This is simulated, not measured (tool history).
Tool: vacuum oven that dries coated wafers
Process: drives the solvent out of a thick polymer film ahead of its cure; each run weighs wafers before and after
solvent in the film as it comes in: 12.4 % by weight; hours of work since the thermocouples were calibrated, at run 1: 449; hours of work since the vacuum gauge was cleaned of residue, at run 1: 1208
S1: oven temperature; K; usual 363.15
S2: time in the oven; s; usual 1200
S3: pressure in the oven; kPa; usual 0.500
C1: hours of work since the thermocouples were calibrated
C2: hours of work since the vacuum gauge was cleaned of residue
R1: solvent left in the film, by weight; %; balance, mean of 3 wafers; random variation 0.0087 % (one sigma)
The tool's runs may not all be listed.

run,hour,S1,S2,S3,C1,C2,R1
1,0.0,363.15,1200,0.500,449,1208,0.814
2,61.0,363.15,1200,0.500,481,1241,0.849
3,97.6,363.15,1200,1.387,501,1260,1.230
4,127.5,363.15,1200,1.387,517,1276,1.234
5,171.8,363.15,1200,1.387,540,1299,1.240
6,199.4,363.15,1740,0.500,555,1314,0.451
7,241.0,363.15,1200,0.500,577,1336,0.830
8,276.5,363.15,1200,0.500,596,1355,0.807
9,326.5,363.15,1200,0.306,623,1382,0.736
10,388.2,363.15,1200,0.306,655,1415,0.724
11,452.7,363.15,1200,0.306,690,1449,0.744
12,490.3,363.15,1200,0.518,710,1469,0.823
# hour 495.4: oven's thermocouples calibrated
13,535.6,363.15,1200,0.485,21,1492,0.746
14,580.3,363.15,1200,0.485,45,1516,0.750
15,635.7,363.15,1200,0.485,75,1545,0.753
16,664.3,372.15,1200,0.500,90,1560,0.257
17,725.1,372.15,1200,0.500,122,1593,0.280
# hour 738.2: oven's thermocouples calibrated, once more
18,763.8,363.15,840,0.500,14,1612,1.637
19,812.2,363.15,840,0.986,39,1638,1.828
20,865.3,363.15,840,0.986,68,1666,1.824
21,900.4,363.15,840,0.986,86,1685,1.832
22,951.2,363.15,840,0.986,113,1712,1.820
23,1012.3,363.15,1740,0.986,146,1744,0.729
24,1064.8,375.15,1200,0.500,174,1772,0.237
25,1106.4,375.15,1200,0.428,196,1794,0.228
26,1146.4,371.15,1020,0.448,217,1816,0.402
27,1175.8,371.15,1020,0.448,233,1831,0.401
# hour 1181.1: vacuum gauge cleaned of residue and calibrated
28,1225.8,363.15,1020,0.678,259,24,1.114
29,1271.7,365.15,1200,1.528,283,48,0.989
30,1335.6,365.15,1200,1.528,317,82,0.974
31,1367.6,365.15,1200,1.528,334,99,0.981
32,1429.1,352.15,1620,0.500,367,132,1.932
33,1481.1,352.15,1620,0.500,394,160,1.951
34,1515.5,363.15,1200,0.495,413,178,0.725
35,1546.7,354.15,660,0.303,429,194,4.357
36,1581.8,354.15,660,0.303,448,213,4.381
37,1619.1,363.15,1440,0.500,468,233,0.521
38,1653.5,363.15,1440,0.500,486,251,0.520
39,1712.8,372.15,1380,1.167,518,283,0.428
40,1768.4,377.15,960,1.697,547,312,0.506
41,1816.8,377.15,960,1.697,573,338,0.486
42,1845.9,373.15,840,0.500,588,354,0.340
43,1905.0,363.15,720,1.112,620,385,2.110
44,1965.1,363.15,720,1.112,652,417,2.086

Hidden state at the last listed run before each entry between runs and at the first one after, where it differs:
Between runs 12 and 13: oven's thermocouples calibrated (hour 495.4)
  true wafer temperature over the reading, C: 0.87 -> 1.49; true pressure over the reading, kPa: 0.215 -> 0.218
  measured less the result without the state, R1: -0.006 -> -0.070 %
Between runs 17 and 18: oven's thermocouples calibrated, once more (hour 738.2)
  true wafer temperature over the reading, C: 1.59 -> 0.35; true pressure over the reading, kPa: 0.232 -> 0.234
  measured less the result without the state, R1: +0.043 -> +0.032 %
Between runs 27 and 28: vacuum gauge cleaned of residue and calibrated (hour 1181.1)
  true wafer temperature over the reading, C: 0.56 -> 0.58; true pressure over the reading, kPa: 0.262 -> -0.005
  measured less the result without the state, R1: +0.065 -> -0.092 %
